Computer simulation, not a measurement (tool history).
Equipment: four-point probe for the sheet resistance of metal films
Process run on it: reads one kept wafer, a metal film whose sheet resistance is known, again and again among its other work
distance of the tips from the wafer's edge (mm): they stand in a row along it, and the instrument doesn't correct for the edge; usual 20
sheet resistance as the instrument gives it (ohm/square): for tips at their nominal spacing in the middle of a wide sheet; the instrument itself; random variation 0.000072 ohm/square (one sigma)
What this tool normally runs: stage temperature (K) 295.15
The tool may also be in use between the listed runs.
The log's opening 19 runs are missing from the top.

run    hour  stage temperature (K)  distance of the tips from the wafer's edge (mm)  sheet resistance as the instrument gives it (ohm/square)
 20  1045.3                 296.15                                               13                                                  0.359885
 21  1082.1                 295.15                                               52                                                  0.359181
 22    1141                 295.15                                               52                                                  0.359111
 23  1180.6                 298.15                                               12                                                  0.359426
 24  1242.4                 301.15                                               10                                                  0.358876
 25    1305                 301.15                                               10                                                  0.358968
 26  1366.7                 299.15                                               20                                                  0.358234
 27  1417.2                 306.15                                               20                                                  0.355946
 28  1467.7                 296.15                                               29                                                  0.358708
 29  1528.7                 296.15                                               29                                                  0.358761
 30  1582.6                 296.15                                               29                                                  0.358771
 31  1626.2                 306.15                                                8                                                  0.358338
 32  1686.6                 292.15                                                5                                                   0.36731
 33  1731.5                 294.15                                                5                                                  0.366616

4 ways to go on from here, each from the tool as it stands after run 33. What would each give?
  A  1805.6                 306.15                                               42                                                         ?
  B  1805.6                 294.15                                                5                                                         ?
  C  1805.6                 300.15                                                4                                                         ?
  D  1805.6                 299.15                                               40                                                         ?

run  sheet resistance as the instrument gives it (ohm/square)
  A                                                  0.355302
  B                                                  0.366576
  C                                                  0.368691
  D                                                  0.357559
The same runs, with their run-to-run variation unchanged, on a tool lacking any hidden condition would have given:
run  sheet resistance as the instrument gives it (ohm/square)
  A                                                  0.357509
  B                                                  0.368826
  C                                                  0.370963
  D                                                  0.359767

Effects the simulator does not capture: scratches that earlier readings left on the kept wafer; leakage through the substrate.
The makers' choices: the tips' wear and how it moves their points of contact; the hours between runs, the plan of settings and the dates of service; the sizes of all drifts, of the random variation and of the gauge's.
